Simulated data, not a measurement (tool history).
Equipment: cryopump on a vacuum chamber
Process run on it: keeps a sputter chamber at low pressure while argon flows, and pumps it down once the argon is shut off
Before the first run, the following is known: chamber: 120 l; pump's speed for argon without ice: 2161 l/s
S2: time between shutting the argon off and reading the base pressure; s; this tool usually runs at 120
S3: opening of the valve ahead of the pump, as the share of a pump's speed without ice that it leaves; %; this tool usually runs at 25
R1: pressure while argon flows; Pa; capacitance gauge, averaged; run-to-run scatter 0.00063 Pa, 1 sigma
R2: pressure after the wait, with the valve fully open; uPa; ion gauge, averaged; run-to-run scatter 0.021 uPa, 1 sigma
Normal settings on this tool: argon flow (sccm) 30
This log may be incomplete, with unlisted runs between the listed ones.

Run 1, hour 0.0: usual settings. Result: R1 0.1012 Pa, R2 2.07 uPa.
Run 2, hour 24.6: usual settings. Result: R1 0.1021 Pa, R2 2.04 uPa.
Run 3, hour 52.1: usual settings but S2 40 s. Result: R1 0.1032 Pa, R2 2.62 uPa.
Run 4, hour 63.5: usual settings but S2 40 s. Result: R1 0.1026 Pa, R2 2.58 uPa.
Run 5, hour 82.8: usual settings. Result: R1 0.1038 Pa, R2 2.24 uPa.
Run 6, hour 97.3: usual settings. Result: R1 0.1028 Pa, R2 2.25 uPa.
Run 7, hour 116.0: usual settings. Result: R1 0.1039 Pa, R2 2.26 uPa.
Run 8, hour 135.7: usual settings. Result: R1 0.1041 Pa, R2 2.37 uPa.
Run 9, hour 157.2: usual settings but argon flow (sccm) 27, S2 118 s. Result: R1 0.0943 Pa, R2 2.42 uPa.
Run 10, hour 181.6: usual settings but argon flow (sccm) 27, S2 118 s. Result: R1 0.0952 Pa, R2 2.41 uPa.
Run 11, hour 199.2: usual settings but argon flow (sccm) 44. Result: R1 0.1555 Pa, R2 2.45 uPa.
Run 12, hour 216.9: usual settings but argon flow (sccm) 48, S2 43 s, S3 28 %. Result: R1 0.1542 Pa, R2 2.91 uPa.
Run 13, hour 230.3: usual settings but argon flow (sccm) 24, S2 252 s, S3 50 %. Result: R1 0.0468 Pa, R2 2.45 uPa.
At hour 252.0: pump warmed up, emptied and cooled again.
Run 14, hour 252.0: usual settings but S2 35 s, S3 28 %. Result: R1 0.0840 Pa, R2 2.34 uPa.
Run 15, hour 274.6: usual settings but S2 35 s, S3 28 %. Result: R1 0.0849 Pa, R2 2.26 uPa.
Run 16, hour 302.3: usual settings but S2 96 s, S3 26 %. Result: R1 0.0897 Pa, R2 1.88 uPa.

3 options for the next run, each taken on its own from the tool as it stands now. Forecast them:
Run A, hour 327.2: usual settings but argon flow (sccm) 51, S2 33 s. Result: R1 ?, R2 ?.
Run B, hour 327.2: usual settings but argon flow (sccm) 58, S2 65 s, S3 37 %. Result: R1 ?, R2 ?.
Run C, hour 327.2: usual settings but S2 101 s, S3 26 %. Result: R1 ?, R2 ?.

run      R1    R2
  A  0.1603  2.52
  B  0.1253  1.96
  C  0.0912  1.87
Stripped of hidden state, with their random variation kept, the same runs would have yielded:
run      R1    R2
  A  0.1578  1.00
  B  0.1225  0.52
  C  0.0897  0.40

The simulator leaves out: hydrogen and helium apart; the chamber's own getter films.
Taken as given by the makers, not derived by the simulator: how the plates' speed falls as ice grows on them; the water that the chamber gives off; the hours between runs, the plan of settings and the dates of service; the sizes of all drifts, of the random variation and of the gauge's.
